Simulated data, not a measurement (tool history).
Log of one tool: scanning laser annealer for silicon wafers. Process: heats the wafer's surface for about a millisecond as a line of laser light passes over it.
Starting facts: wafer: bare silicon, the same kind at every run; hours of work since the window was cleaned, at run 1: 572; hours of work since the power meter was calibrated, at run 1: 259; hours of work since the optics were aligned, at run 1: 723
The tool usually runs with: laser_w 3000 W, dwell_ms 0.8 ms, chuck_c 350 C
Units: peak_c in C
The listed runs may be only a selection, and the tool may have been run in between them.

run	day	laser_w	dwell_ms	chuck_c	hours of work since the window was cleaned	hours of work since the power meter was calibrated	hours of work since the optics were aligned	peak_c
1	0	3000	0.8	350	572	259	723	1115
2	0.633	3000	0.8	350	583	271	735	1115
3	1.254	3000	0.8	350	594	282	746	1111
4	1.562	3000	0.8	350	600	288	752	1111
5	2.05	3000	0.8	350	609	297	760	1112
6	2.583	3000	0.8	350	619	306	770	1113
7	3.138	3000	0.8	350	629	316	780	1109
8	3.617	3000	0.8	350	638	325	789	1105
9	4.092	3000	0.8	316	646	334	798	1074
10	4.533	3000	0.8	316	654	342	806	1072
11	5.083	3000	0.8	385	664	352	816	1143
12	5.442	2823	0.662	356	671	359	822	992
13	5.992	2823	0.662	356	681	369	832	991
14	6.504	2823	0.662	356	690	378	842	989
15	6.804	3017	0.8	343	696	383	847	1102
16	7.429	3017	0.8	343	707	395	859	1106
17	7.912	3270	0.925	344	716	404	867	1251
18	8.317	3270	0.925	344	723	411	875	1253
19	8.662	3270	0.925	344	730	417	881	1252
20	8.971	3270	0.785	344	735	423	887	1177
21	9.612	2911	0.771	350	747	435	899	1059
22	10.158	2911	0.771	350	757	445	908	1062

For each run, the measured value with the value that run would have given without the tool's hidden condition subtracted. The run-to-run variation is shared by both, the gauge scatter possibly not:
Hidden conditions of the tool in this case: light that passes the window, % of a clean one's; laser's true power over the reading, %; width of the line over the set one, %; drift of the gauge itself on peak_c, C.
run	peak_c
1	-32
2	-33
3	-33
4	-33
5	-33
6	-34
7	-35
8	-36
9	-36
10	-36
11	-36
12	-31
13	-32
14	-32
15	-39
16	-40
17	-47
18	-48
19	-49
20	-44
21	-39
22	-39

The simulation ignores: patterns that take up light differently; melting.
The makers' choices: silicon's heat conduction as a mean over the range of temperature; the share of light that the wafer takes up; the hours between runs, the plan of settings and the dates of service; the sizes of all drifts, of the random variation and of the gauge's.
